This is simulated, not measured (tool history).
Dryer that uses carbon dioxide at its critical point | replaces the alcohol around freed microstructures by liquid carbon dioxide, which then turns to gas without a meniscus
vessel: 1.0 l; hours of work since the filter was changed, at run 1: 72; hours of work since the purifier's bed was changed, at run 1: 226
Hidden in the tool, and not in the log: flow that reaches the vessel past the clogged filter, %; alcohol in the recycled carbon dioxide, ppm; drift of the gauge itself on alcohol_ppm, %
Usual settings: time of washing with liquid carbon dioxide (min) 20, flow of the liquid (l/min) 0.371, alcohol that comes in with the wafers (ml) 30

| run | hour | time of washing with liquid carbon dioxide (min) | flow of the liquid (l/min) | alcohol that comes in with the wafers (ml) | hours of work since the filter was changed | hours of work since the purifier's bed was changed | alcohol left in the vessel before it's heated (ppm by volume) |
|---|---|---|---|---|---|---|---|
| 1 | 0 | 20 | 0.371 | 30 | 72 | 226 | 241 |
| 2 | 23.5 | 20 | 0.371 | 30 | 79 | 233 | 240 |
| 3 | 45.6 | 20 | 0.371 | 30 | 86 | 240 | 250 |
| 4 | 65.2 | 20 | 0.371 | 30 | 92 | 247 | 257 |
| 5 | 98.2 | 20 | 0.371 | 30 | 103 | 257 | 265 |
| 6 | 113 | 20 | 0.371 | 30 | 107 | 262 | 259 |
| 7 | 138.6 | 13 | 0.371 | 30 | 116 | 270 | 983 |
| 8 | 166.6 | 20 | 0.371 | 30 | 124 | 279 | 274 |
| 9 | 192.5 | 20 | 0.371 | 30 | 133 | 287 | 284 |
| 10 | 209.4 | 16 | 0.371 | 34 | 138 | 292 | 581 |
| 11 | 243.6 | 18 | 0.4 | 55 | 149 | 303 | 425 |
| 12 | 261.8 | 31 | 0.352 | 101 | 154 | 309 | 209 |
| 13 | 282.1 | 20 | 0.349 | 28 | 161 | 315 | 347 |
| 14 | 308.9 | 20 | 0.287 | 28 | 169 | 324 | 610 |
| 15 | 333.9 | 23 | 0.224 | 22 | 177 | 332 | 753 |
| 16 | 361.2 | 23 | 0.224 | 22 | 186 | 340 | 745 |
| 17 | 386.6 | 27 | 0.601 | 68 | 194 | 348 | 182 |

Hidden state or all else? Some run-to-run changes of alcohol left in the vessel before it's heated (ppm by volume), split into what the settings, what came in and random variation would give without the hidden state, and what is left for the hidden state (with any gauge scatter that isn't in both results):
Run 6 -> 7: time of washing with liquid carbon dioxide (min) 20 -> 13. alcohol left in the vessel before it's heated (ppm by volume) +724: hidden state +72, all else +652.
Run 16 -> 17: time of washing with liquid carbon dioxide (min) 23 -> 27, flow of the liquid (l/min) 0.224 -> 0.601, alcohol that comes in with the wafers (ml) 22 -> 68. alcohol left in the vessel before it's heated (ppm by volume) -563: hidden state -88, all else -475.

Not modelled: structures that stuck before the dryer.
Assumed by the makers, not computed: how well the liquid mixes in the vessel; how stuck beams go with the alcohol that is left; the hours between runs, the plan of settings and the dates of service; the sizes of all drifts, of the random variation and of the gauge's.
